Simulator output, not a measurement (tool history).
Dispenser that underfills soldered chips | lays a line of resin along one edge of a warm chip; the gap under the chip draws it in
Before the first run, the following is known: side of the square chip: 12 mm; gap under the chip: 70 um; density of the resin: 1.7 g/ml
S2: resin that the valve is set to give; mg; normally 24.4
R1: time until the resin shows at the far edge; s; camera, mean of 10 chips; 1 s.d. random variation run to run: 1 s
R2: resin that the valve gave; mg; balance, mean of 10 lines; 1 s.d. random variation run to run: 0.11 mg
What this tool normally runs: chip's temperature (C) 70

{"run": 1, "hour": 0.0, "chip's temperature (C)": 70, "S2": 24.4, "R1": 113.1, "R2": 24.14}
{"hour": 3.6, "done": "new syringe of resin"}
{"run": 2, "hour": 11.8, "chip's temperature (C)": 70, "S2": 24.4, "R1": 125.3, "R2": 24.13}
{"hour": 12.9, "done": "new syringe of resin"}
{"run": 3, "hour": 19.8, "chip's temperature (C)": 70, "S2": 24.4, "R1": 117.5, "R2": 23.93}
{"hour": 21.9, "done": "new syringe of resin"}
{"hour": 31.0, "done": "new syringe of resin"}
{"run": 4, "hour": 33.3, "chip's temperature (C)": 70, "S2": 24.4, "R1": 100.4, "R2": 24.07}
{"hour": 40.4, "done": "new syringe of resin"}
{"run": 5, "hour": 46.7, "chip's temperature (C)": 56, "S2": 24.4, "R1": 218.7, "R2": 23.74}
{"hour": 49.7, "done": "new syringe of resin"}
{"run": 6, "hour": 57.9, "chip's temperature (C)": 56, "S2": 24.4, "R1": 226.9, "R2": 23.3}
{"hour": 59.2, "done": "new syringe of resin"}
{"hour": 69.2, "done": "new syringe of resin"}
{"run": 7, "hour": 71.1, "chip's temperature (C)": 71, "S2": 24.4, "R1": 96.8, "R2": 23.33}

Expected results for the next run?
{"run": 8, "hour": 76.8, "chip's temperature (C)": 70, "S2": 24.4, "R1": "?", "R2": "?"}

Run 8 produced R1 118.6 s, R2 23.42 mg.
The same run, on a tool lacking any hidden state, would have yielded R1 93.8 s, R2 24.45 mg.
